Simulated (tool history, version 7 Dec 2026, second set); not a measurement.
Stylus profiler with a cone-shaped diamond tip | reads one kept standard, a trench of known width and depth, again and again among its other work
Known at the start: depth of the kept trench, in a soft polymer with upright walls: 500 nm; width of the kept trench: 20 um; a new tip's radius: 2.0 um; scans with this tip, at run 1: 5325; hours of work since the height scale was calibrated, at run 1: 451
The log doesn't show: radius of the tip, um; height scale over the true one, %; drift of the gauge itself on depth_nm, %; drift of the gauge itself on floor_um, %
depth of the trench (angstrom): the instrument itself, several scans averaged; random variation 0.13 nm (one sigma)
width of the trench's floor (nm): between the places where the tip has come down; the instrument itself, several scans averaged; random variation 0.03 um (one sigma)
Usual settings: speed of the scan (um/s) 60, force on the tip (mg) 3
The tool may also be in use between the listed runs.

run,hour,speed of the scan (um/s),force on the tip (mg),scans with this tip,hours of work since the height scale was calibrated,depth of the trench (angstrom),width of the trench's floor (nm)
1,0,60,3,5325,451,5101,16620
2,59.2,60,3,5722,484,5100,16690
3,136.8,60,1.2,6241,528,5059.8,16420
4,210.1,60,3,6731,570,5104.5,16590
5,290.2,60,3,7268,615,5104.9,16520
6,333.4,60,3,7557,640,5103.3,16500
7,395.1,60,3,7970,675,5103.1,16450
8,445.6,60,3,8307,703,5104.8,16420
9,502.7,60,3,8690,736,5105.3,16360
10,555.8,60,3,9045,766,5106.3,16440
11,603.7,60,3,9366,793,5106.2,16410
12,653,60,3,9696,821,5105.1,16270
13,698.8,60,5.66,10002,847,5156.1,16290
14,732.5,60,5.66,10228,866,5157,16300
15,781.5,60,3,10556,894,5107.5,16250
16,818.7,232,1.6,10805,915,5074.9,15300
# hour 859.9: new tip fitted, height scale calibrated
17,879,20,1.1,127,11,5047.7,17220
18,942.5,20,1.1,552,47,5046,17170
19,983.3,20,1.1,826,70,5049.6,17220
20,1034.6,235,4.93,1169,99,5134.2,16580
21,1094.9,17,3,1572,133,5095.6,17210
22,1130,35,6.49,1807,153,5160.9,17140
23,1189.2,37,7.72,2204,187,5180.1,17040
24,1264.4,37,7.72,2707,229,5180.4,16990

Forecast run 25:
25,1324.4,37,7.72,3108,263,?,?

Run 25 gave depth of the trench (angstrom) 5182.6, width of the trench's floor (nm) 17020.
Without the tool's hidden state the same run would have given depth of the trench (angstrom) 5179.3, width of the trench's floor (nm) 17300.

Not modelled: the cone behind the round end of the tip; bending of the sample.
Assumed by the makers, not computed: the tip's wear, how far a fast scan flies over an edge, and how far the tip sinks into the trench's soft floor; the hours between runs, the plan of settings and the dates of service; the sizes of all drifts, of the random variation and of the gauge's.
